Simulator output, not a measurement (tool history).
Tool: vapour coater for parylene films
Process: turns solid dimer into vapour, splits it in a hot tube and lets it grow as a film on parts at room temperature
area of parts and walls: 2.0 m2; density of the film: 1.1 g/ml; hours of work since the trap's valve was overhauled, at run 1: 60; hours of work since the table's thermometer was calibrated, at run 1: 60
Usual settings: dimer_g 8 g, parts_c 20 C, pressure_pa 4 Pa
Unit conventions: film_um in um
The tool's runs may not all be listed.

run,day,dimer_g,parts_c,pressure_pa,hours of work since the trap's valve was overhauled,hours of work since the table's thermometer was calibrated,film_um
1,0,8,20,4,60,60,2.09
2,0.417,11,20,4,69,69,2.88
3,0.725,11,20,4,75,75,2.93
4,1.112,11,20,4,84,84,2.91
5,1.633,8,31,4,95,95,1.32
6,2.196,8,22,4,107,107,1.95
7,2.762,12,20,4,119,119,3.18
8,3.367,4,20,4,132,132,1.03
9,3.962,8,17,4,145,145,2.36
10,4.388,8,17,4,154,154,2.34
11,4.75,8,25,4,162,162,1.69
12,5.179,8,25,4,171,171,1.72
13,5.592,9,20,4,180,180,2.31
14,6.029,9,20,4,190,190,2.36
15,6.642,8,13,4.68,203,203,2.68
16,7.179,11,13,10.98,214,214,3.39
17,7.779,7,28,10.87,227,227,1.21
18,8.288,14,18,10.87,238,238,3.53
19,8.95,5,20,8.85,253,253,1.22
20,9.458,5,18,6.56,263,263,1.38
21,10.204,8,20,2.26,280,280,2.2
# day 10.417: trap's valve overhauled
22,10.854,8,20,2.26,9,290,2.24
23,11.3,11,20,2.18,19,300,3.08
24,11.842,6,20,8.21,31,311,1.44

5 ways to go on from here, each from the tool as it stands after run 24. What would each give?
A,12.562,8,20,5.63,46,327,?
B,12.562,5,20,11.95,46,327,?
C,12.562,4,12,5.77,46,327,?
D,12.562,9,14,8.21,46,327,?
E,12.562,8,21,4,46,327,?

run,film_um
A,2.04
B,1.18
C,1.36
D,2.77
E,2.01
Without the tool's unlogged condition, the same runs would have read:
run,film_um
A,2.04
B,1.18
C,1.36
D,2.77
E,2.01
